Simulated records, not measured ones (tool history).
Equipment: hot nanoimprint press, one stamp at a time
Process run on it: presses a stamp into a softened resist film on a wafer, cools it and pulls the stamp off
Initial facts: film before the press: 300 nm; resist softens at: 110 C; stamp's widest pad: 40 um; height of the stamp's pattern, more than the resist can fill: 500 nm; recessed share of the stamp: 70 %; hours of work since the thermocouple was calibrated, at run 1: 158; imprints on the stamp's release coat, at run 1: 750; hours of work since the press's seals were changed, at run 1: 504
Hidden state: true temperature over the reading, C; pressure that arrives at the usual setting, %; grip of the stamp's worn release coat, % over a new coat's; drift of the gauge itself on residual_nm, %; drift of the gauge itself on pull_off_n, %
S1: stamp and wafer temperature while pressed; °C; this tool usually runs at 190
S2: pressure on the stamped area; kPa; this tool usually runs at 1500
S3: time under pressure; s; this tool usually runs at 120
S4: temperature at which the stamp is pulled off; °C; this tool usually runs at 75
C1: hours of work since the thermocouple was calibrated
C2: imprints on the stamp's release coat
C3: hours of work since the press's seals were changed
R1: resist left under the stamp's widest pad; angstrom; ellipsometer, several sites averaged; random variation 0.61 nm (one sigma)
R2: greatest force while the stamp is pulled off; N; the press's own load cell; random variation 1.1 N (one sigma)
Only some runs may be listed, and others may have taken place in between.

run	day	S1	S2	S3	S4	C1	C2	C3	R1	R2
1	0.000	190	1500	120	75	158	750	504	1752	112
2	0.500	190	1500	120	75	166	813	513	1751	111
3	0.979	183	1500	120	75	175	875	522	2223	112
4	1.596	183	1500	120	75	186	954	533	2237	113
5	1.975	190	1500	150	75	192	1002	539	1628	110
6	2.625	195	1500	120	75	204	1085	551	1452	112
7	3.238	195	1500	120	75	215	1162	561	1445	112
8	3.879	195	1500	120	75	226	1245	573	1460	113
9	4.462	195	1500	120	75	236	1319	583	1464	113
# day 4.925: stamp cleaned and given a new release coat
10	5.421	195	1500	120	75	249	63	596	1469	112
11	6.129	190	1500	120	75	261	153	608	1785	112
12	6.442	190	1500	120	75	267	194	614	1793	110
13	7.179	194	1500	120	75	280	287	627	1529	111
# day 7.658: gauge calibrated
14	7.812	190	1500	120	75	291	368	638	1750	109
15	8.521	190	1500	120	83	303	458	650	1750	92
16	8.858	181	1920	71	66	309	501	656	2464	133
17	9.508	181	1920	71	66	321	584	668	2475	135
18	10.117	181	1150	71	66	332	662	678	2664	133
19	10.704	190	1460	120	75	342	737	689	1783	111
20	11.179	199	2160	61	68	350	797	697	1382	126
21	11.683	199	2160	61	68	359	862	706	1380	127
22	12.262	186	2340	95	73	369	936	716	1900	118
23	13.004	197	1970	120	75	382	1030	729	1199	111
24	13.638	194	1500	120	75	394	1111	740	1521	112
25	14.400	183	1980	195	76	407	1208	754	1843	110
26	15.092	183	1980	195	76	419	1296	766	1829	111
# day 15.758: stamp cleaned and given a new release coat
27	16.079	194	1210	120	75	432	40	779	1667	112
28	16.446	194	1210	120	75	439	87	786	1670	112
29	17.167	198	2120	212	75	451	179	798	879	111
30	17.746	180	2120	174	75	462	252	808	2109	112

How the hidden state differs across the entries between the runs, from the last listed run before each to the first after it:
In the gap between runs 9 and 10: stamp cleaned and given a new release coat (day 4.925)
  grip of the stamp's worn release coat, % over a new coat's: 0.3 -> 0; drift of the gauge itself on residual_nm, %: 1.52 -> 1.77
  difference, measured minus the result without the unlogged condition, R1: +22 -> +25 angstrom
In the gap between runs 13 and 14: gauge calibrated (day 7.658)
  drift of the gauge itself on residual_nm, %: 2.37 -> 0.05
  difference, measured minus the result without the unlogged condition, R1: +34 -> +0 angstrom
In the gap between runs 26 and 27: stamp cleaned and given a new release coat (day 15.758)
  grip of the stamp's worn release coat, % over a new coat's: 0.3 -> 0; drift of the gauge itself on residual_nm, %: 2.54 -> 2.79
  difference, measured minus the result without the unlogged condition, R1: +44 -> +44 angstrom
